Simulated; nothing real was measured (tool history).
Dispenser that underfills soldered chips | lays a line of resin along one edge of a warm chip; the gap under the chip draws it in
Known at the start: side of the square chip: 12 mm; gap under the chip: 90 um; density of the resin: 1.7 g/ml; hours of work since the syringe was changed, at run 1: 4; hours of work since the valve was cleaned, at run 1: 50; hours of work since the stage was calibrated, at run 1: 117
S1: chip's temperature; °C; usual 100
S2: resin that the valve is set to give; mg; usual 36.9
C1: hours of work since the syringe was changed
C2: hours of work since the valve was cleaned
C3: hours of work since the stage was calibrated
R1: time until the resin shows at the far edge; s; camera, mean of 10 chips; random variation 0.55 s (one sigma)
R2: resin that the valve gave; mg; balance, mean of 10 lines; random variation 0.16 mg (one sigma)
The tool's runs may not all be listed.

{"run": 1, "hour": 0.0, "S1": 100, "S2": 36.9, "C1": 4, "C2": 50, "C3": 117, "R1": 52.7, "R2": 35.13}
{"hour": 5.1, "done": "new syringe of resin"}
{"run": 2, "hour": 6.5, "S1": 100, "S2": 39.4, "C1": 1, "C2": 55, "C3": 122, "R1": 45.9, "R2": 37.65}
{"run": 3, "hour": 12.3, "S1": 100, "S2": 39.4, "C1": 5, "C2": 59, "C3": 126, "R1": 53.2, "R2": 37.64}
{"hour": 16.6, "done": "new syringe of resin"}
{"run": 4, "hour": 20.1, "S1": 100, "S2": 39.4, "C1": 3, "C2": 64, "C3": 131, "R1": 48.9, "R2": 37.28}
{"run": 5, "hour": 25.5, "S1": 100, "S2": 34.2, "C1": 7, "C2": 68, "C3": 135, "R1": 56.8, "R2": 32.29}
{"hour": 27.4, "done": "new syringe of resin"}
{"run": 6, "hour": 31.8, "S1": 100, "S2": 34.2, "C1": 3, "C2": 73, "C3": 140, "R1": 50.6, "R2": 31.95}
{"hour": 38.2, "done": "new syringe of resin"}
{"run": 7, "hour": 38.7, "S1": 102, "S2": 36.9, "C1": 0, "C2": 77, "C3": 145, "R1": 41.2, "R2": 34.57}
{"run": 8, "hour": 43.8, "S1": 102, "S2": 36.9, "C1": 4, "C2": 81, "C3": 148, "R1": 47.0, "R2": 34.47}
{"hour": 49.5, "done": "new syringe of resin"}
{"run": 9, "hour": 56.0, "S1": 102, "S2": 36.9, "C1": 5, "C2": 90, "C3": 157, "R1": 49.2, "R2": 34.03}
{"hour": 60.6, "done": "new syringe of resin"}
{"run": 10, "hour": 67.3, "S1": 102, "S2": 36.9, "C1": 5, "C2": 98, "C3": 165, "R1": 49.0, "R2": 33.95}
{"hour": 72.0, "done": "new syringe of resin"}
{"run": 11, "hour": 73.9, "S1": 102, "S2": 36.9, "C1": 1, "C2": 102, "C3": 169, "R1": 43.9, "R2": 33.81}
{"hour": 83.3, "done": "new syringe of resin"}
{"run": 12, "hour": 85.4, "S1": 102, "S2": 42.5, "C1": 2, "C2": 110, "C3": 178, "R1": 42.2, "R2": 38.18}
{"hour": 92.9, "done": "dispensing valve cleaned and set on the balance"}
{"run": 13, "hour": 94.2, "S1": 113, "S2": 36.9, "C1": 7, "C2": 1, "C3": 183, "R1": 32.3, "R2": 37.19}
{"hour": 95.1, "done": "new syringe of resin"}
{"run": 14, "hour": 103.0, "S1": 99, "S2": 44.5, "C1": 6, "C2": 7, "C3": 190, "R1": 56.4, "R2": 44.36}
{"hour": 106.1, "done": "new syringe of resin"}
{"run": 15, "hour": 114.3, "S1": 112, "S2": 33.6, "C1": 6, "C2": 15, "C3": 198, "R1": 32.2, "R2": 33.31}
{"hour": 117.4, "done": "new syringe of resin"}
{"run": 16, "hour": 124.1, "S1": 112, "S2": 33.6, "C1": 5, "C2": 22, "C3": 204, "R1": 30.7, "R2": 32.98}

Forecast each of these 5 alternatives for the next run:
{"hour": 128.4, "done": "new syringe of resin"}
{"run": "A", "hour": 133.1, "S1": 103, "S2": 33.6, "C1": 3, "C2": 28, "C3": 211, "R1": "?", "R2": "?"}
{"hour": 128.4, "done": "new syringe of resin"}
{"run": "B", "hour": 133.1, "S1": 98, "S2": 33.3, "C1": 3, "C2": 28, "C3": 211, "R1": "?", "R2": "?"}
{"hour": 128.4, "done": "new syringe of resin"}
{"run": "C", "hour": 133.1, "S1": 101, "S2": 34.2, "C1": 3, "C2": 28, "C3": 211, "R1": "?", "R2": "?"}
{"hour": 128.4, "done": "new syringe of resin"}
{"run": "D", "hour": 133.1, "S1": 110, "S2": 33.6, "C1": 3, "C2": 28, "C3": 211, "R1": "?", "R2": "?"}
{"hour": 128.4, "done": "new syringe of resin"}
{"run": "E", "hour": 133.1, "S1": 94, "S2": 32.7, "C1": 3, "C2": 28, "C3": 211, "R1": "?", "R2": "?"}

run=A R1=43.2 R2=32.71
run=B R1=54.9 R2=32.47
run=C R1=46.8 R2=33.47
run=D R1=32.4 R2=32.68
run=E R1=65.9 R2=32.00
Without the tool's hidden state the same runs would have given:
run=A R1=40.7 R2=33.56
run=B R1=51.8 R2=33.31
run=C R1=44.1 R2=34.34
run=D R1=30.5 R2=33.54
run=E R1=62.2 R2=32.84
